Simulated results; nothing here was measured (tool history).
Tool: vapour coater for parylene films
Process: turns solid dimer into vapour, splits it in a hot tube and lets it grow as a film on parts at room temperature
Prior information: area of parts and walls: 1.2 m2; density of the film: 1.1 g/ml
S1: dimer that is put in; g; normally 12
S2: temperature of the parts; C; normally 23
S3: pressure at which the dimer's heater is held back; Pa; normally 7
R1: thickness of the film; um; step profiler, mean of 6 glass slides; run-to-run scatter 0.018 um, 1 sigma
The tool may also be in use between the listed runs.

run    hour  S1  S2    S3    R1
  1       0  12  23     7     6
  2    44.4  12  23     7  5.98
  3    77.1  12  23     7  5.96
  4   109.9  12  23     7  5.96
  5   165.5  12  23     7  5.96
  6   237.5  12  23     7  5.89
  7   279.4  12  23     7  5.87
  8   325.7  12  23     7  5.86
      376.7  -- trap's valve overhauled
  9   393.3  12  23     7  6.26
 10   446.4  12  23     7  6.22
 11   493.5  12  23     7  6.21
 12   561.4  12  23     7  6.16
 13   599.1  12  23     7  6.14
 14   628.2   5  23     7  2.55
 15   661.5  12  23     7  6.09
 16   702.6   6  17  2.21  4.32
 17     740  11  30  4.99  4.42
 18     789  16  21  5.03     9
 19   846.3  12  23  2.38  6.76
 20   887.7   6  17     7  3.78
 21   940.1  17  21  3.93  9.76
 22   975.2  15  23  2.43  8.34
 23  1022.8  15  23  2.43  8.36
 24  1089.3   5  28  5.41  2.09
     1111.3  -- trap's valve overhauled
 25    1164  10  23     7  5.18

The next listed run, before its measurement:
 26  1225.4   5  31  5.56   ?

{"run 26": {"R1": 1.94}}
With no hidden state in the tool, this same run would have given R1 1.93 um.

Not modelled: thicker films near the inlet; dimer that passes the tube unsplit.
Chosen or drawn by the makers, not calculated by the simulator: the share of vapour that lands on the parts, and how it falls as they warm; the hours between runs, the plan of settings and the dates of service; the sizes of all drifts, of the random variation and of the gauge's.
